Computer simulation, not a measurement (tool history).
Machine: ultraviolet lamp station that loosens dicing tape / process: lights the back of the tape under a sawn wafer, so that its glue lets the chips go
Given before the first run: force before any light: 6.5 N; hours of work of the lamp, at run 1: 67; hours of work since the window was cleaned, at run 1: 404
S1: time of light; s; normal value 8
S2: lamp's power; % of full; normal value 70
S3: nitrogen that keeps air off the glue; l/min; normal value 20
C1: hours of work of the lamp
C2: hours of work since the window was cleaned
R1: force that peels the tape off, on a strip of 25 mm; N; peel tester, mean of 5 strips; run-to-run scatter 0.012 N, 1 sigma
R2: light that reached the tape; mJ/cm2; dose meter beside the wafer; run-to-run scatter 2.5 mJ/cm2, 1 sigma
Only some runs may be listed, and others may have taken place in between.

| run | day | S1 | S2 | S3 | C1 | C2 | R1 | R2 |
|---|---|---|---|---|---|---|---|---|
| 1 | 0.000 | 8 | 70 | 20 | 67 | 404 | 0.533 | 294 |
| 2 | 0.767 | 8 | 70 | 20 | 75 | 412 | 0.558 | 293 |
| 3 | 1.388 | 8 | 70 | 20 | 81 | 418 | 0.558 | 297 |
| 4 | 2.150 | 8 | 70 | 20 | 88 | 425 | 0.565 | 298 |
| 5 | 3.329 | 8 | 70 | 20 | 100 | 437 | 0.561 | 293 |
| 6 | 3.900 | 8 | 70 | 20 | 105 | 442 | 0.533 | 295 |
| 7 | 4.612 | 8 | 70 | 20 | 112 | 449 | 0.550 | 292 |
| 8 | 5.333 | 8 | 70 | 20 | 119 | 456 | 0.550 | 292 |
| 9 | 6.246 | 8 | 70 | 20 | 128 | 465 | 0.559 | 293 |
| 10 | 7.379 | 8 | 70 | 8 | 139 | 476 | 1.138 | 296 |
| 11 | 8.654 | 8 | 70 | 8 | 151 | 488 | 1.144 | 296 |
| 12 | 9.633 | 8 | 70 | 20 | 161 | 498 | 0.564 | 294 |
| 13 | 10.304 | 8 | 70 | 20 | 167 | 505 | 0.552 | 294 |
| 14 | 10.871 | 7 | 91 | 10 | 173 | 510 | 0.749 | 334 |
| 15 | 11.425 | 7 | 91 | 10 | 178 | 515 | 0.745 | 331 |
| 16 | 12.300 | 7 | 91 | 10 | 187 | 524 | 0.752 | 336 |
| 17 | 12.838 | 8 | 78 | 6 | 192 | 529 | 1.106 | 321 |
| 18 | 13.529 | 5 | 72 | 20 | 199 | 536 | 1.276 | 189 |
| 19 | 14.767 | 8 | 70 | 19 | 211 | 548 | 0.573 | 295 |
| 20 | 15.688 | 11 | 73 | 7 | 220 | 557 | 0.614 | 422 |
| 21 | 16.554 | 7 | 73 | 7 | 228 | 565 | 1.419 | 267 |
| 22 | 17.738 | 7 | 78 | 7 | 240 | 577 | 1.299 | 285 |
| 23 | 18.529 | 7 | 70 | 16 | 247 | 585 | 0.869 | 251 |
| 24 | 19.433 | 7 | 70 | 16 | 256 | 593 | 0.851 | 257 |
| 25 | 20.042 | 7 | 64 | 20 | 262 | 599 | 0.872 | 237 |
| 26 | 20.688 | 7 | 64 | 20 | 268 | 606 | 0.848 | 233 |

Here are 4 independent what-if runs from the current tool condition. What would each one return?
| A | 21.950 | 14 | 73 | 9 | 281 | 618 | ? | ? |
| B | 21.950 | 6 | 74 | 20 | 281 | 618 | ? | ? |
| C | 21.950 | 12 | 78 | 8 | 281 | 618 | ? | ? |
| D | 21.950 | 7 | 64 | 13 | 281 | 618 | ? | ? |

| run | R1 | R2 |
|---|---|---|
| A | 0.276 | 540 |
| B | 0.902 | 230 |
| C | 0.401 | 487 |
| D | 1.155 | 234 |
Stripped of hidden state, with their random variation kept, the same runs would have yielded:
| run | R1 | R2 |
|---|---|---|
| A | 0.274 | 542 |
| B | 0.897 | 231 |
| C | 0.399 | 488 |
| D | 1.149 | 235 |

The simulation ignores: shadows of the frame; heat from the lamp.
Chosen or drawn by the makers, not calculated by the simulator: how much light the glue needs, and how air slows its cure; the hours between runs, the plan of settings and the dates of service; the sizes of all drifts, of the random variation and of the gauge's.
